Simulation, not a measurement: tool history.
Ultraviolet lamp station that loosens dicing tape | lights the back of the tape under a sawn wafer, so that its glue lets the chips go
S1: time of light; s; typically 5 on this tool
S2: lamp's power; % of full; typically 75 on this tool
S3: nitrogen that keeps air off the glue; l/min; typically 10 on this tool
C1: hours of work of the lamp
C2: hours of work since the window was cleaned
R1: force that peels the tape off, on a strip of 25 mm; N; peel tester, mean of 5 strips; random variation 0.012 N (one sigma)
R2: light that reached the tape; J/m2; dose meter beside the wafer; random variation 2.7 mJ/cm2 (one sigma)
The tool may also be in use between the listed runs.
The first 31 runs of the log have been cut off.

run   hour  S1   S2  S3   C1   C2     R1    R2
 32  237.4   5   87  10  286  150  0.451  4140
 33  243.4   7   87  10  289  153  0.299  5870
 34  249.6   7   87  10  292  156  0.295  5860
 35  257.6   4  100   8  295  159  0.543  3850
 36  262.2   2   97  15  298  162  1.127  1860
 37  268.1   4   88  15  300  164  0.519  3330
 38  277.7   5   75  12  305  169  0.533  3580
 39  287.2   2   78  11  309  173  1.441  1520
 40  294.6   2   78  11  312  176  1.499  1500
 41  303.8   2   78  11  316  180  1.418  1520
 42  310.1   8   75  10  319  183  0.283  5740
 43  317.1   9   61   8  322  186  0.344  5270
 44  322.4   7   79   8  325  189  0.354  5330
 45  330.7   7   75   8  329  193  0.376  5050

3 ways to go on from here, each from the tool as it stands after run 45. What would each give?
  A  339.8   7  75   4  333  197   ?   ?
  B  339.8   2  98   9  333  197   ?   ?
  C  339.8   8  75   5  333  197   ?   ?

run     R1    R2
  A  0.493  4970
  B  1.238  1910
  C  0.373  5730
Take away the tool's hidden state, keep each run's random variation, and the runs would have read:
run     R1    R2
  A  0.492  4970
  B  1.237  1920
  C  0.372  5740

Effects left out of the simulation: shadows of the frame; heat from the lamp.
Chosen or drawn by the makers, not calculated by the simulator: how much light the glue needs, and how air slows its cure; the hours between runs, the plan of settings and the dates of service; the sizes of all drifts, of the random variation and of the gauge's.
